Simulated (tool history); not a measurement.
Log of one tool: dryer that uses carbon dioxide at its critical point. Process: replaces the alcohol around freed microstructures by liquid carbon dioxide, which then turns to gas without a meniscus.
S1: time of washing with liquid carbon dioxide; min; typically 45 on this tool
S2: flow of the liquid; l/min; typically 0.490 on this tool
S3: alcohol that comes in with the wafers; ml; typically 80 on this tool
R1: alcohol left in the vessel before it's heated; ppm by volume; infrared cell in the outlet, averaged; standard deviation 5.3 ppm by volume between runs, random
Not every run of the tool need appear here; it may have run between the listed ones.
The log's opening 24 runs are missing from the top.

run   hour  S1     S2  S3    R1
 25  460.8  36  0.309  80  1616
 26  477.4  43  0.812  47    16
 27  494.4  45  0.327  24   225
 28  510.5  56  0.647  80    13
 29  530.6  35  0.490  80   451
 30  547.3  35  0.490  80   466
 31  570.8  58  0.629  80    19
 32  583.7  36  0.796  60    37
 33  606.4  40  0.490  28   110
 34  632.3  40  0.490  28   104
 35  646.9  40  0.490  28   112
 36  663.1  38  0.294  80  1807
 37  683.7  46  0.385  80   476
 38  707.4  46  0.385  80   465
 39  734.9  48  0.614  47    41
 40  753.6  48  0.407  87   367
 41  765.6  45  0.490  41   113
 42  793.0  45  0.490  41   113
 43  807.5  45  0.490  41   126
 44  834.6  38  0.491  32   189
 45  862.7  66  0.491  32    35
 46  876.1  66  0.491  32    40
 47  901.4  45  0.720  42    43

Branching from run 47: 3 alternative next runs. What would each branch give?
  A  925.2  43  0.393  80   ?
  B  925.2  42  0.797  29   ?
  C  925.2  45  0.309  35   ?

run   R1
  A  645
  B   35
  C  541
Without the tool's unlogged condition, the same runs would have read:
run   R1
  A  375
  B    7
  C  346
